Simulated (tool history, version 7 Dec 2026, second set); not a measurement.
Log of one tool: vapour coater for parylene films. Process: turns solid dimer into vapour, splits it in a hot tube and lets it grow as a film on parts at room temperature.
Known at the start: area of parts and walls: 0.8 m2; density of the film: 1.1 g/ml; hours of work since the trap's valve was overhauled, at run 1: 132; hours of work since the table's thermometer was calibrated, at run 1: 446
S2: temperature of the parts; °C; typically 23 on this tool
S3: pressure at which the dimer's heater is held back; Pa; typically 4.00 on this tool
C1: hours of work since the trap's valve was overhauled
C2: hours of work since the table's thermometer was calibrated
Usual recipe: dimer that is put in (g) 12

{"run": 1, "hour": 0.0, "dimer that is put in (g)": 12, "S2": 23, "S3": 4.0, "C1": 132, "C2": 446, "thickness of the film (nm)": 10950}
{"run": 2, "hour": 11.5, "dimer that is put in (g)": 12, "S2": 16, "S3": 4.0, "C1": 140, "C2": 454, "thickness of the film (nm)": 13380}
{"run": 3, "hour": 22.5, "dimer that is put in (g)": 15, "S2": 23, "S3": 4.0, "C1": 147, "C2": 462, "thickness of the film (nm)": 13550}
{"run": 4, "hour": 38.0, "dimer that is put in (g)": 15, "S2": 23, "S3": 4.0, "C1": 158, "C2": 472, "thickness of the film (nm)": 13590}
{"run": 5, "hour": 46.4, "dimer that is put in (g)": 15, "S2": 23, "S3": 4.0, "C1": 163, "C2": 478, "thickness of the film (nm)": 13550}
{"run": 6, "hour": 61.8, "dimer that is put in (g)": 15, "S2": 23, "S3": 4.0, "C1": 174, "C2": 488, "thickness of the film (nm)": 13730}
{"run": 7, "hour": 75.5, "dimer that is put in (g)": 15, "S2": 23, "S3": 4.0, "C1": 183, "C2": 498, "thickness of the film (nm)": 13650}
{"run": 8, "hour": 93.6, "dimer that is put in (g)": 12, "S2": 25, "S3": 4.0, "C1": 196, "C2": 510, "thickness of the film (nm)": 9910}
{"run": 9, "hour": 107.2, "dimer that is put in (g)": 12, "S2": 25, "S3": 4.0, "C1": 205, "C2": 519, "thickness of the film (nm)": 9850}
{"run": 10, "hour": 115.9, "dimer that is put in (g)": 12, "S2": 25, "S3": 4.0, "C1": 211, "C2": 525, "thickness of the film (nm)": 9920}
{"run": 11, "hour": 124.0, "dimer that is put in (g)": 5, "S2": 23, "S3": 7.28, "C1": 216, "C2": 531, "thickness of the film (nm)": 4130}
{"run": 12, "hour": 134.1, "dimer that is put in (g)": 6, "S2": 21, "S3": 8.39, "C1": 223, "C2": 538, "thickness of the film (nm)": 5390}
{"run": 13, "hour": 148.4, "dimer that is put in (g)": 5, "S2": 30, "S3": 2.9, "C1": 233, "C2": 548, "thickness of the film (nm)": 3400}
{"run": 14, "hour": 163.8, "dimer that is put in (g)": 5, "S2": 30, "S3": 2.9, "C1": 244, "C2": 558, "thickness of the film (nm)": 3430}
{"run": 15, "hour": 176.8, "dimer that is put in (g)": 5, "S2": 30, "S3": 2.9, "C1": 253, "C2": 567, "thickness of the film (nm)": 3430}
{"run": 16, "hour": 194.5, "dimer that is put in (g)": 5, "S2": 17, "S3": 4.0, "C1": 265, "C2": 579, "thickness of the film (nm)": 5590}
{"run": 17, "hour": 213.0, "dimer that is put in (g)": 11, "S2": 29, "S3": 2.87, "C1": 277, "C2": 592, "thickness of the film (nm)": 7930}
{"run": 18, "hour": 228.1, "dimer that is put in (g)": 6, "S2": 23, "S3": 9.3, "C1": 288, "C2": 602, "thickness of the film (nm)": 4780}
{"run": 19, "hour": 236.8, "dimer that is put in (g)": 6, "S2": 25, "S3": 9.3, "C1": 293, "C2": 608, "thickness of the film (nm)": 4330}
{"run": 20, "hour": 245.2, "dimer that is put in (g)": 6, "S2": 18, "S3": 3.76, "C1": 299, "C2": 614, "thickness of the film (nm)": 6690}

4 options for the next run, each taken on its own from the tool as it stands now. Forecast them:
{"hour": 253.7, "done": "trap's valve overhauled"}
{"run": "A", "hour": 258.5, "dimer that is put in (g)": 12, "S2": 23, "S3": 3.46, "C1": 3, "C2": 620, "thickness of the film (nm)": "?"}
{"hour": 253.7, "done": "trap's valve overhauled"}
{"run": "B", "hour": 258.5, "dimer that is put in (g)": 15, "S2": 23, "S3": 4.0, "C1": 3, "C2": 620, "thickness of the film (nm)": "?"}
{"hour": 253.7, "done": "trap's valve overhauled"}
{"run": "C", "hour": 258.5, "dimer that is put in (g)": 6, "S2": 16, "S3": 3.76, "C1": 3, "C2": 620, "thickness of the film (nm)": "?"}
{"hour": 253.7, "done": "trap's valve overhauled"}
{"run": "D", "hour": 258.5, "dimer that is put in (g)": 13, "S2": 18, "S3": 6.33, "C1": 3, "C2": 620, "thickness of the film (nm)": "?"}

run=A thickness_of_the_film_(nm)=11260
run=B thickness_of_the_film_(nm)=13860
run=C thickness_of_the_film_(nm)=6790
run=D thickness_of_the_film_(nm)=14170
With no hidden state in the tool, these same runs would have given:
run=A thickness_of_the_film_(nm)=11130
run=B thickness_of_the_film_(nm)=13690
run=C thickness_of_the_film_(nm)=6710
run=D thickness_of_the_film_(nm)=14000
